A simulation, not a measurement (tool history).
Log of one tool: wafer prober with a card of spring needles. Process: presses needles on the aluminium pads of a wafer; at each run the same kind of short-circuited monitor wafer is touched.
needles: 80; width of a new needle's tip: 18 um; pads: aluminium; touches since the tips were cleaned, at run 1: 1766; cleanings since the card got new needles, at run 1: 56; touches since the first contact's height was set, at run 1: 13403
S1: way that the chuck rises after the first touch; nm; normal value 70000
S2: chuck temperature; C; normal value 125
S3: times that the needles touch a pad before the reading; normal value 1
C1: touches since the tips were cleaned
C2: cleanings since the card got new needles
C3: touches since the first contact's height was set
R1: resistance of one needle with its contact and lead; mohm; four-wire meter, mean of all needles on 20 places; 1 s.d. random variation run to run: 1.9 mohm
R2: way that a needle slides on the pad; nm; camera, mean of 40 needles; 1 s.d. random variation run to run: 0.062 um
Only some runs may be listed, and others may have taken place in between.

run,hour,S1,S2,S3,C1,C2,C3,R1,R2
1,0,70000,125,1,1766,56,13403,214,13870
# hour 6.1: tips cleaned on abrasive film
# hour 19.4: tips cleaned on abrasive film
# hour 34.2: tips cleaned on abrasive film
2,41.2,70000,125,1,1812,59,24032,218,13970
# hour 46.9: tips cleaned on abrasive film
# hour 61.4: tips cleaned on abrasive film
# hour 75.4: tips cleaned on abrasive film
3,80,70000,125,1,1211,62,34058,211,13820
# hour 89.1: tips cleaned on abrasive film
# hour 102.8: tips cleaned on abrasive film
4,102.8,70000,125,1,0,64,39938,198,13860
# hour 117: tips cleaned on abrasive film
5,125.5,70000,125,1,2199,65,45799,220,13760
# hour 131.1: tips cleaned on abrasive film
# hour 144.1: tips cleaned on abrasive film
# hour 157.7: tips cleaned on abrasive film
6,169.3,70000,125,1,3018,68,57111,221,13620
# hour 172.3: tips cleaned on abrasive film
# hour 185: tips cleaned on abrasive film
# hour 198.6: tips cleaned on abrasive film
# hour 212.2: tips cleaned on abrasive film
7,212.2,70000,125,1,0,72,68181,201,13580
# hour 226.2: tips cleaned on abrasive film
# hour 232.2: tips cleaned on abrasive film, once more
8,233,70000,125,1,199,74,73532,205,13560
# hour 245: tips cleaned on abrasive film
9,252.6,70000,125,1,1956,75,78591,217,13500
# hour 257.5: tips cleaned on abrasive film
# hour 272: tips cleaned on abrasive film
# hour 285.4: tips cleaned on abrasive film
10,292.8,70000,125,1,1932,78,88984,214,13460
# hour 297.9: tips cleaned on abrasive film
# hour 311.4: tips cleaned on abrasive film
11,314.4,70000,125,1,791,80,94550,205,13390
# hour 325: tips cleaned on abrasive film
# hour 330.4: height of the first contact set anew
# hour 339.3: tips cleaned on abrasive film
12,346.7,70000,125,1,1938,82,4233,215,13960
# hour 352: tips cleaned on abrasive film
# hour 366.5: tips cleaned on abrasive film
# hour 381.1: tips cleaned on abrasive film
13,392.7,70000,125,1,3005,85,16102,226,13820
# hour 395.8: tips cleaned on abrasive film
# hour 409.8: tips cleaned on abrasive film
# hour 422.2: tips cleaned on abrasive film
# hour 436.4: tips cleaned on abrasive film
14,440,70000,125,2,941,89,28313,202,13790
# hour 449.1: tips cleaned on abrasive film
# hour 463.8: tips cleaned on abrasive film
# hour 477.3: tips cleaned on abrasive film
15,478.4,70000,125,2,293,92,38209,201,13730
# hour 490.4: tips cleaned on abrasive film
# hour 504: tips cleaned on abrasive film
16,514,66000,125,1,2589,94,47416,225,12960
# hour 516.9: tips cleaned on abrasive film
# hour 531.1: tips cleaned on abrasive film
# hour 545.1: tips cleaned on abrasive film
17,549.3,66000,125,1,1091,97,56513,214,12850
# hour 558.2: tips cleaned on abrasive film
# hour 572.1: tips cleaned on abrasive film
18,582.5,53000,125,1,2711,99,65106,242,10190
# hour 585.6: tips cleaned on abrasive film
# hour 599.7: tips cleaned on abrasive film
# hour 612.5: tips cleaned on abrasive film
# hour 625.5: tips cleaned on abrasive film
19,625.9,53000,96,1,107,103,76292,203,10080
# hour 639.5: tips cleaned on abrasive film
# hour 654.2: tips cleaned on abrasive film
# hour 668.5: tips cleaned on abrasive film
20,671,53000,96,1,647,106,87942,211,10100
# hour 682.2: tips cleaned on abrasive film
# hour 695.6: tips cleaned on abrasive film
21,695.6,53000,30,1,0,108,94278,185,10000
# hour 710.2: tips cleaned on abrasive film
# hour 713.5: height of the first contact set anew
# hour 723.8: tips cleaned on abrasive film
22,726.5,53000,30,1,696,110,3351,205,10500
# hour 736.9: tips cleaned on abrasive film
# hour 749.9: tips cleaned on abrasive film
23,752.8,66000,30,2,740,112,10129,183,13090
# hour 763.1: tips cleaned on abrasive film
# hour 776.9: tips cleaned on abrasive film
24,787.3,84000,39,2,2720,114,19062,195,16650
# hour 790.4: tips cleaned on abrasive film
# hour 804.5: tips cleaned on abrasive film
# hour 818.6: tips cleaned on abrasive film
25,828.6,84000,39,2,2596,117,29715,192,16690
# hour 830.7: tips cleaned on abrasive film
# hour 845: tips cleaned on abrasive film
26,851.2,84000,39,2,1610,119,35553,193,16550
# hour 857.3: tips cleaned on abrasive film
# hour 870.1: tips cleaned on abrasive film
27,870.8,84000,30,2,179,121,40578,178,16600
# hour 885: tips cleaned on abrasive film
# hour 898.8: tips cleaned on abrasive film
28,907.4,52000,38,2,2236,123,50048,212,10070
# hour 912.3: tips cleaned on abrasive film
# hour 925.2: tips cleaned on abrasive film
# hour 938.8: tips cleaned on abrasive film
29,950.1,63000,32,2,2937,126,61075,203,12220
# hour 952.2: tips cleaned on abrasive film
# hour 966.3: tips cleaned on abrasive film
30,973.2,55000,59,1,1808,128,67039,222,10550

Each row is a separate what-if for the run after 30, all from the same tool condition, not one after another. Results?
# hour 979.3: tips cleaned on abrasive film
# hour 993.9: tips cleaned on abrasive film
A,998,70000,59,1,1054,130,73431,?,?
# hour 979.3: tips cleaned on abrasive film
# hour 993.9: tips cleaned on abrasive film
B,998,71000,59,1,1054,130,73431,?,?
# hour 979.3: tips cleaned on abrasive film
# hour 993.9: tips cleaned on abrasive film
C,998,55000,59,1,1054,130,73431,?,?

run,R1,R2
A,200,13480
B,201,13800
C,213,10410
With the hidden condition removed and each run's random variation left untouched, the same runs would have given:
run,R1,R2
A,184,13940
B,185,14260
C,187,10870
